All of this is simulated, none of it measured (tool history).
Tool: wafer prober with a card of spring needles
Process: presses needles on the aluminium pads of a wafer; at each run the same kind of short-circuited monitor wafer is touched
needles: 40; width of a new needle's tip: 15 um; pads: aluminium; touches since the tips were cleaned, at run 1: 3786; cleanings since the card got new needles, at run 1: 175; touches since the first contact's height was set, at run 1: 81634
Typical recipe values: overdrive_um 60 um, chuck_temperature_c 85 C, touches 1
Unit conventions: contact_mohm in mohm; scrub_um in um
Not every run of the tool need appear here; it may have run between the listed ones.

| run | hour | overdrive_um | chuck_temperature_c | touches | touches since the tips were cleaned | cleanings since the card got new needles | touches since the first contact's height was set | contact_mohm | scrub_um |
|---|---|---|---|---|---|---|---|---|---|
| 1 | 0.0 | 60 | 85 | 1 | 3786 | 175 | 81634 | 230 | 12.53 |
|  | 3.5 | tips cleaned on abrasive film |
|  | 17.0 | tips cleaned on abrasive film |
|  | 30.6 | tips cleaned on abrasive film |
|  | 47.4 | tips cleaned on abrasive film |
| 2 | 59.8 | 60 | 85 | 1 | 4147 | 179 | 101529 | 230 | 12.47 |
|  | 63.3 | tips cleaned on abrasive film |
|  | 80.2 | tips cleaned on abrasive film |
|  | 93.8 | tips cleaned on abrasive film |
|  | 107.4 | tips cleaned on abrasive film |
|  | 121.0 | tips cleaned on abrasive film |
| 3 | 121.7 | 60 | 70 | 1 | 248 | 184 | 122086 | 210 | 12.35 |
|  | 135.1 | tips cleaned on abrasive film |
|  | 148.7 | tips cleaned on abrasive film |
|  | 165.7 | tips cleaned on abrasive film |
|  | 179.3 | tips cleaned on abrasive film |
|  | 196.1 | tips cleaned on abrasive film |
| 4 | 196.8 | 60 | 85 | 1 | 241 | 189 | 147046 | 211 | 12.11 |
|  | 210.4 | tips cleaned on abrasive film |
|  | 223.9 | tips cleaned on abrasive film |
| 5 | 231.9 | 59 | 85 | 1 | 2674 | 191 | 158747 | 231 | 11.97 |
|  | 238.8 | tips cleaned on abrasive film |
|  | 252.3 | tips cleaned on abrasive film |
|  | 265.9 | tips cleaned on abrasive film |
| 6 | 268.4 | 59 | 85 | 1 | 820 | 194 | 170850 | 215 | 11.85 |
|  | 282.0 | tips cleaned on abrasive film |
|  | 298.8 | tips cleaned on abrasive film |
|  | 315.5 | tips cleaned on abrasive film |
| 7 | 323.7 | 60 | 85 | 1 | 2715 | 197 | 189256 | 229 | 12.04 |
|  | 330.5 | tips cleaned on abrasive film |
|  | 337.5 | height of the first contact set anew |
|  | 344.4 | tips cleaned on abrasive film |
|  | 361.2 | tips cleaned on abrasive film |
|  | 378.2 | tips cleaned on abrasive film |
| 8 | 381.2 | 60 | 85 | 1 | 1018 | 201 | 14520 | 221 | 11.68 |
|  | 394.7 | tips cleaned on abrasive film |
|  | 411.6 | tips cleaned on abrasive film |
|  | 428.6 | tips cleaned on abrasive film |
| 9 | 433.5 | 60 | 85 | 1 | 1658 | 204 | 31945 | 227 | 11.60 |
|  | 443.7 | tips cleaned on abrasive film |
|  | 457.3 | tips cleaned on abrasive film |
|  | 474.3 | tips cleaned on abrasive film |
| 10 | 484.7 | 60 | 85 | 1 | 3485 | 207 | 48969 | 239 | 11.58 |
|  | 488.2 | tips cleaned on abrasive film |
|  | 504.9 | tips cleaned on abrasive film |
|  | 521.8 | tips cleaned on abrasive film |
|  | 535.4 | tips cleaned on abrasive film |
| 11 | 544.1 | 60 | 85 | 1 | 2895 | 211 | 68711 | 232 | 11.44 |
|  | 550.9 | tips cleaned on abrasive film |
|  | 564.5 | tips cleaned on abrasive film |
|  | 578.1 | tips cleaned on abrasive film |
| 12 | 581.9 | 60 | 85 | 1 | 1273 | 214 | 81267 | 221 | 11.39 |
|  | 592.1 | tips cleaned on abrasive film |
|  | 605.6 | tips cleaned on abrasive film |
|  | 622.4 | tips cleaned on abrasive film |
| 13 | 632.4 | 45 | 85 | 1 | 3331 | 217 | 98075 | 267 | 8.16 |
|  | 639.2 | tips cleaned on abrasive film |
|  | 656.2 | tips cleaned on abrasive film |
|  | 673.1 | tips cleaned on abrasive film |
|  | 686.7 | tips cleaned on abrasive film |
| 14 | 691.3 | 45 | 85 | 1 | 1563 | 221 | 117690 | 254 | 8.02 |
|  | 701.6 | tips cleaned on abrasive film |
|  | 715.1 | tips cleaned on abrasive film |
|  | 728.7 | tips cleaned on abrasive film |
| 15 | 733.6 | 45 | 85 | 1 | 1636 | 224 | 131737 | 251 | 8.05 |
|  | 743.8 | tips cleaned on abrasive film |
|  | 757.4 | tips cleaned on abrasive film |
|  | 774.3 | tips cleaned on abrasive film |
|  | 781.4 | height of the first contact set anew, once more |
| 16 | 785.2 | 62 | 85 | 2 | 3529 | 227 | 1273 | 219 | 13.30 |
|  | 788.7 | tips cleaned on abrasive film |
|  | 805.5 | tips cleaned on abrasive film |
|  | 822.5 | tips cleaned on abrasive film |
|  | 839.3 | tips cleaned on abrasive film |
|  | 853.8 | tips cleaned on abrasive film |
| 17 | 853.8 | 60 | 46 | 2 | 0 | 232 | 24075 | 203 | 12.74 |
|  | 870.7 | tips cleaned on abrasive film |
|  | 884.2 | tips cleaned on abrasive film |
|  | 897.8 | tips cleaned on abrasive film |
|  | 911.4 | tips cleaned on abrasive film |
| 18 | 915.7 | 72 | 74 | 1 | 1457 | 236 | 44683 | 215 | 15.24 |
|  | 926.0 | tips cleaned on abrasive film |
|  | 942.9 | tips cleaned on abrasive film |
|  | 956.5 | tips cleaned on abrasive film |
|  | 970.1 | tips cleaned on abrasive film |
| 19 | 977.8 | 70 | 85 | 1 | 2599 | 240 | 65334 | 223 | 14.77 |
|  | 984.7 | tips cleaned on abrasive film |
|  | 998.2 | tips cleaned on abrasive film |
|  | 1015.2 | tips cleaned on abrasive film |
| 20 | 1020.3 | 70 | 85 | 1 | 1722 | 243 | 79465 | 219 | 14.64 |
|  | 1030.5 | tips cleaned on abrasive film |
|  | 1044.1 | tips cleaned on abrasive film |
|  | 1061.1 | tips cleaned on abrasive film |
|  | 1078.0 | tips cleaned on abrasive film |
|  | 1092.7 | tips cleaned on abrasive film |
| 21 | 1092.7 | 70 | 85 | 1 | 0 | 248 | 103516 | 208 | 14.61 |
|  | 1109.6 | tips cleaned on abrasive film |
|  | 1126.6 | tips cleaned on abrasive film |
|  | 1140.2 | tips cleaned on abrasive film |
|  | 1153.7 | tips cleaned on abrasive film |
|  | 1168.6 | tips cleaned on abrasive film |
| 22 | 1168.6 | 70 | 85 | 1 | 0 | 253 | 128767 | 208 | 14.48 |
|  | 1182.2 | tips cleaned on abrasive film |
|  | 1195.8 | tips cleaned on abrasive film |
|  | 1209.3 | tips cleaned on abrasive film |
|  | 1222.9 | tips cleaned on abrasive film |
|  | 1239.8 | tips cleaned on abrasive film |
| 23 | 1243.2 | 52 | 85 | 3 | 1129 | 258 | 153569 | 215 | 10.47 |
|  | 1253.7 | tips cleaned on abrasive film |
|  | 1267.3 | tips cleaned on abrasive film |
|  | 1280.9 | tips cleaned on abrasive film |
| 24 | 1292.0 | 60 | 37 | 3 | 3715 | 261 | 169813 | 209 | 12.16 |
|  | 1295.5 | tips cleaned on abrasive film |
|  | 1309.0 | tips cleaned on abrasive film |
|  | 1322.6 | tips cleaned on abrasive film |
|  | 1339.5 | tips cleaned on abrasive film |
| 25 | 1341.1 | 60 | 44 | 1 | 508 | 265 | 186106 | 210 | 12.04 |

4 options for the next run, each taken on its own from the tool as it stands now. Forecast them:
|  | 1354.6 | tips cleaned on abrasive film |
|  | 1365.0 | height of the first contact set anew |
|  | 1368.5 | tips cleaned on abrasive film |
|  | 1382.1 | tips cleaned on abrasive film |
|  | 1395.7 | tips cleaned on abrasive film |
| A | 1407.3 | 61 | 47 | 2 | 3894 | 269 | 14048 | ? | ? |
|  | 1354.6 | tips cleaned on abrasive film |
|  | 1365.0 | height of the first contact set anew |
|  | 1368.5 | tips cleaned on abrasive film |
|  | 1382.1 | tips cleaned on abrasive film |
|  | 1395.7 | tips cleaned on abrasive film |
| B | 1407.3 | 52 | 44 | 1 | 3894 | 269 | 14048 | ? | ? |
|  | 1354.6 | tips cleaned on abrasive film |
|  | 1365.0 | height of the first contact set anew |
|  | 1368.5 | tips cleaned on abrasive film |
|  | 1382.1 | tips cleaned on abrasive film |
|  | 1395.7 | tips cleaned on abrasive film |
| C | 1407.3 | 59 | 91 | 1 | 3894 | 269 | 14048 | ? | ? |
|  | 1354.6 | tips cleaned on abrasive film |
|  | 1365.0 | height of the first contact set anew |
|  | 1368.5 | tips cleaned on abrasive film |
|  | 1382.1 | tips cleaned on abrasive film |
|  | 1395.7 | tips cleaned on abrasive film |
| D | 1407.3 | 60 | 80 | 1 | 3894 | 269 | 14048 | ? | ? |

| run | contact_mohm | scrub_um |
|---|---|---|
| A | 220 | 13.07 |
| B | 241 | 11.05 |
| C | 235 | 12.61 |
| D | 236 | 12.84 |
Had the tool no hidden state, the same runs would have come out as:
| run | contact_mohm | scrub_um |
|---|---|---|
| A | 200 | 13.14 |
| B | 200 | 11.12 |
| C | 204 | 12.67 |
| D | 205 | 12.91 |

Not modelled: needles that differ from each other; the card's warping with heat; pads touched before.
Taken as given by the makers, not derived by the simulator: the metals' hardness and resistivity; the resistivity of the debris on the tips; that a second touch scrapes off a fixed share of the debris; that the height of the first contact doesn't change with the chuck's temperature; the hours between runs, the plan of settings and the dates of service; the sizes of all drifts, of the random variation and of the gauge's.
